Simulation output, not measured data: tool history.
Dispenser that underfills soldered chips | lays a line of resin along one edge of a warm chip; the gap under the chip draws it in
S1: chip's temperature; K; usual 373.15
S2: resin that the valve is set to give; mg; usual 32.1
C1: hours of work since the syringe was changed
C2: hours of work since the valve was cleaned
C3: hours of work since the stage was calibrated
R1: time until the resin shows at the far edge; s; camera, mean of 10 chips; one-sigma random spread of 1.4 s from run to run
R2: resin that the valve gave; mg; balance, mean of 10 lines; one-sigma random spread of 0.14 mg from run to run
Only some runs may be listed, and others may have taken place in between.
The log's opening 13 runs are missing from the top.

run,day,S1,S2,C1,C2,C3,R1,R2
# day 4.475: new syringe of resin
14,4.533,373.15,27.8,1,98,161,143.3,25.39
15,5.000,373.15,27.8,9,107,170,204.1,25.10
# day 5.117: new syringe of resin
16,5.450,373.15,27.6,6,115,178,176.1,24.93
17,5.721,373.15,27.6,11,119,182,211.1,24.60
# day 5.775: new syringe of resin
18,6.167,373.15,32.1,7,127,190,179.4,28.54
# day 6.229: dispensing valve cleaned and set on the balance
# day 6.479: new syringe of resin
19,6.683,360.15,35.6,4,8,199,227.8,35.15
20,6.962,368.15,32.4,9,13,204,216.5,32.05
# day 7.125: new syringe of resin
21,7.500,368.15,32.4,7,22,213,203.0,31.56
# day 7.775: new syringe of resin
22,8.012,359.15,36.6,4,31,222,244.8,35.43
23,8.283,359.15,36.6,9,36,227,303.8,35.47
# day 8.442: new syringe of resin
24,8.617,374.15,31.7,3,42,233,143.5,30.58
25,9.054,382.15,34.5,11,50,240,153.9,32.93
# day 9.112: new syringe of resin
26,9.554,387.15,34.5,8,58,249,119.2,32.89
# day 9.767: new syringe of resin
27,9.975,384.15,33.0,4,66,256,106.7,30.86
# day 10.408: new syringe of resin
28,10.492,384.15,33.0,2,75,265,96.1,30.70
29,10.817,384.15,40.2,7,81,271,123.5,37.19
# day 11.046: new syringe of resin
30,11.200,384.15,40.2,3,87,278,101.4,37.05
31,11.475,384.15,40.2,8,92,283,123.4,36.91
# day 11.717: new syringe of resin
32,11.896,379.15,39.2,3,100,290,122.1,35.75
33,12.321,367.15,34.5,11,107,298,246.0,31.15
# day 12.379: new syringe of resin
34,12.817,367.15,34.5,8,116,306,215.7,30.79
# day 13.038: new syringe of resin
35,13.267,367.15,34.5,4,124,314,186.7,30.46
# day 13.521: dispensing valve cleaned and set on the balance
36,13.612,376.15,34.5,10,2,320,175.0,34.33

3 options for the next run, each taken on its own from the tool as it stands now. Forecast them:
# day 13.729: new syringe of resin
A,14.033,373.15,32.2,5,9,327,?,?
# day 13.729: new syringe of resin
B,14.033,388.15,37.1,5,9,327,?,?
# day 13.729: new syringe of resin
C,14.033,364.15,34.9,5,9,327,?,?

run,R1,R2
A,157.9,31.78
B,99.5,36.82
C,210.1,34.84
Had the tool no hidden state, the same runs would have come out as:
run,R1,R2
A,133.5,32.04
B,83.8,37.12
C,178.2,35.12
